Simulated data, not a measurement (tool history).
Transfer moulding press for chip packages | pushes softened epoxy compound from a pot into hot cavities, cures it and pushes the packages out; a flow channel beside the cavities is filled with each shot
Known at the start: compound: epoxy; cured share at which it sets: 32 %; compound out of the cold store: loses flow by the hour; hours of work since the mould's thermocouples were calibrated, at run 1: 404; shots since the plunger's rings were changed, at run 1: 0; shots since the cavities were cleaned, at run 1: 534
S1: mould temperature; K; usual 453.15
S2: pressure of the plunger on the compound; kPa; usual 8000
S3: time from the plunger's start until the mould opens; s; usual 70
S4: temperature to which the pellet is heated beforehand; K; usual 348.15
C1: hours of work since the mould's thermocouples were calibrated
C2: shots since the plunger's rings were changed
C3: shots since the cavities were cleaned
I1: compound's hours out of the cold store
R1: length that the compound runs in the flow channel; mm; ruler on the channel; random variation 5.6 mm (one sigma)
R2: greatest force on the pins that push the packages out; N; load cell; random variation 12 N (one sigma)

run 1 day=0.000 | S1=453.15 S2=8000 S3=70 S4=348.15 | C1=404 C2=0 C3=534 | I1=18.7 | R1=569 R2=872
-- day=0.854 cavities cleaned with cleaning compound and waxed
run 2 day=1.242 | S1=453.15 S2=8000 S3=70 S4=348.15 | C1=422 C2=428 C3=140 | I1=18.2 | R1=560 R2=663
run 3 day=1.908 | S1=453.15 S2=8000 S3=70 S4=348.15 | C1=433 C2=671 C3=383 | I1=31.2 | R1=525 R2=786
run 4 day=2.496 | S1=447.15 S2=8000 S3=70 S4=348.15 | C1=441 C2=885 C3=597 | I1=26.8 | R1=560 R2=1292
-- day=3.158 cavities cleaned with cleaning compound and waxed
run 5 day=3.158 | S1=453.15 S2=8000 S3=70 S4=348.15 | C1=451 C2=1103 C3=0 | I1=11.9 | R1=596 R2=577
run 6 day=3.725 | S1=453.15 S2=8000 S3=70 S4=348.15 | C1=459 C2=1309 C3=206 | I1=13.1 | R1=584 R2=724
run 7 day=4.600 | S1=453.15 S2=8000 S3=70 S4=348.15 | C1=473 C2=1627 C3=524 | I1=22.6 | R1=544 R2=852
run 8 day=5.246 | S1=453.15 S2=8000 S3=70 S4=348.15 | C1=483 C2=1861 C3=758 | I1=25.1 | R1=534 R2=923
-- day=5.462 cavities cleaned with cleaning compound and waxed
run 9 day=6.358 | S1=453.15 S2=8000 S3=70 S4=348.15 | C1=499 C2=2244 C3=327 | I1=20.0 | R1=555 R2=781
run 10 day=7.508 | S1=453.15 S2=8000 S3=70 S4=348.15 | C1=516 C2=2661 C3=744 | I1=30.8 | R1=506 R2=901
-- day=7.825 cavities cleaned with cleaning compound and waxed
run 11 day=8.575 | S1=453.15 S2=8000 S3=70 S4=348.15 | C1=532 C2=3026 C3=273 | I1=38.0 | R1=484 R2=706
run 12 day=9.488 | S1=453.15 S2=8000 S3=70 S4=348.15 | C1=545 C2=3357 C3=604 | I1=10.6 | R1=577 R2=942
run 13 day=9.996 | S1=458.15 S2=8000 S3=70 S4=348.15 | C1=553 C2=3543 C3=790 | I1=33.0 | R1=491 R2=780
-- day=10.138 cavities cleaned with cleaning compound and waxed
run 14 day=11.171 | S1=453.15 S2=8000 S3=67 S4=348.15 | C1=570 C2=3947 C3=376 | I1=30.5 | R1=499 R2=791
run 15 day=12.112 | S1=453.15 S2=8000 S3=67 S4=340.15 | C1=585 C2=4289 C3=718 | I1=19.9 | R1=543 R2=1067
-- day=12.483 cavities cleaned with cleaning compound and waxed
run 16 day=13.046 | S1=450.15 S2=8000 S3=62 S4=348.15 | C1=598 C2=4605 C3=204 | I1=11.6 | R1=570 R2=1147
run 17 day=13.558 | S1=450.15 S2=8000 S3=62 S4=348.15 | C1=606 C2=4792 C3=391 | I1=36.5 | R1=487 R2=1164
run 18 day=14.321 | S1=453.15 S2=8000 S3=58 S4=350.15 | C1=617 C2=5069 C3=668 | I1=27.0 | R1=492 R2=1283
-- day=14.808 cavities cleaned with cleaning compound and waxed
run 19 day=15.362 | S1=453.15 S2=8000 S3=58 S4=350.15 | C1=632 C2=5425 C3=202 | I1=45.7 | R1=441 R2=916
run 20 day=16.488 | S1=459.15 S2=8860 S3=86 S4=348.15 | C1=650 C2=5834 C3=611 | I1=47.3 | R1=452 R2=657
run 21 day=17.008 | S1=459.15 S2=8030 S3=63 S4=352.15 | C1=658 C2=6022 C3=799 | I1=29.0 | R1=495 R2=819
-- day=17.146 cavities cleaned with cleaning compound and waxed
run 22 day=17.950 | S1=445.15 S2=8000 S3=70 S4=339.15 | C1=671 C2=6343 C3=294 | I1=47.4 | R1=447 R2=1139

Forecast run 23:
run 23 day=18.483 | S1=445.15 S2=8000 S3=70 S4=339.15 | C1=679 C2=6536 C3=487 | I1=21.0 | R1=? R2=?

Run 23 gave R1 537 mm, R2 1422 N.
Without the tool's hidden state the same run would have given R1 589 mm, R2 984 N.

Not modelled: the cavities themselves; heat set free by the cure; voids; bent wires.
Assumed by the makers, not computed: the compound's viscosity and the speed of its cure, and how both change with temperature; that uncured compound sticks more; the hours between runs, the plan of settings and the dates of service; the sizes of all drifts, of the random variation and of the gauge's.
